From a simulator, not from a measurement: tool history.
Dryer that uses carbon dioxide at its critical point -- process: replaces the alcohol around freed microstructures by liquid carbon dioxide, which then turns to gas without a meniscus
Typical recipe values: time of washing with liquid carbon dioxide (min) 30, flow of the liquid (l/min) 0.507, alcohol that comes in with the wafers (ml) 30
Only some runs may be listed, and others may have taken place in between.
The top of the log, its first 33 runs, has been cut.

| run | hour | time of washing with liquid carbon dioxide (min) | flow of the liquid (l/min) | alcohol that comes in with the wafers (ml) | hours of work since the filter was changed | hours of work since the purifier's bed was changed | alcohol left in the vessel before it's heated (ppm by volume) |
|---|---|---|---|---|---|---|---|
| 34 | 471.1 | 30 | 0.534 | 50 | 22 | 312 | 40 |
| 35 | 480.7 | 30 | 0.534 | 50 | 27 | 318 | 50 |
| 36 | 492.4 | 24 | 0.453 | 30 | 34 | 324 | 123 |
| 37 | 504.1 | 21 | 0.453 | 60 | 41 | 331 | 351 |
| 38 | 521.9 | 42 | 0.776 | 50 | 50 | 341 | 31 |
| 39 | 537.9 | 23 | 0.308 | 37 | 59 | 350 | 770 |
| 40 | 554.9 | 37 | 0.419 | 27 | 69 | 359 | 39 |
| 41 | 570.7 | 29 | 0.760 | 32 | 78 | 368 | 29 |
| 42 | 580.3 | 20 | 0.327 | 30 | 83 | 373 | 787 |
| 43 | 597.8 | 32 | 0.421 | 25 | 93 | 383 | 63 |
| 44 | 618.1 | 32 | 0.421 | 25 | 104 | 394 | 59 |
| 45 | 633.8 | 39 | 0.611 | 62 | 113 | 403 | 48 |
| 46 | 651.4 | 30 | 0.335 | 30 | 123 | 413 | 191 |

Forecast each of these 5 alternatives for the next run:
| A | 663.5 | 40 | 0.430 | 25 | 129 | 420 | ? |
| B | 663.5 | 20 | 0.507 | 77 | 129 | 420 | ? |
| C | 663.5 | 31 | 0.335 | 31 | 129 | 420 | ? |
| D | 663.5 | 30 | 0.335 | 33 | 129 | 420 | ? |
| E | 663.5 | 35 | 0.507 | 26 | 129 | 420 | ? |

| run | alcohol left in the vessel before it's heated (ppm by volume) |
|---|---|
| A | 45 |
| B | 352 |
| C | 177 |
| D | 200 |
| E | 39 |
Without the tool's hidden state the same runs would have given:
| run | alcohol left in the vessel before it's heated (ppm by volume) |
|---|---|
| A | 11 |
| B | 272 |
| C | 124 |
| D | 144 |
| E | 4 |

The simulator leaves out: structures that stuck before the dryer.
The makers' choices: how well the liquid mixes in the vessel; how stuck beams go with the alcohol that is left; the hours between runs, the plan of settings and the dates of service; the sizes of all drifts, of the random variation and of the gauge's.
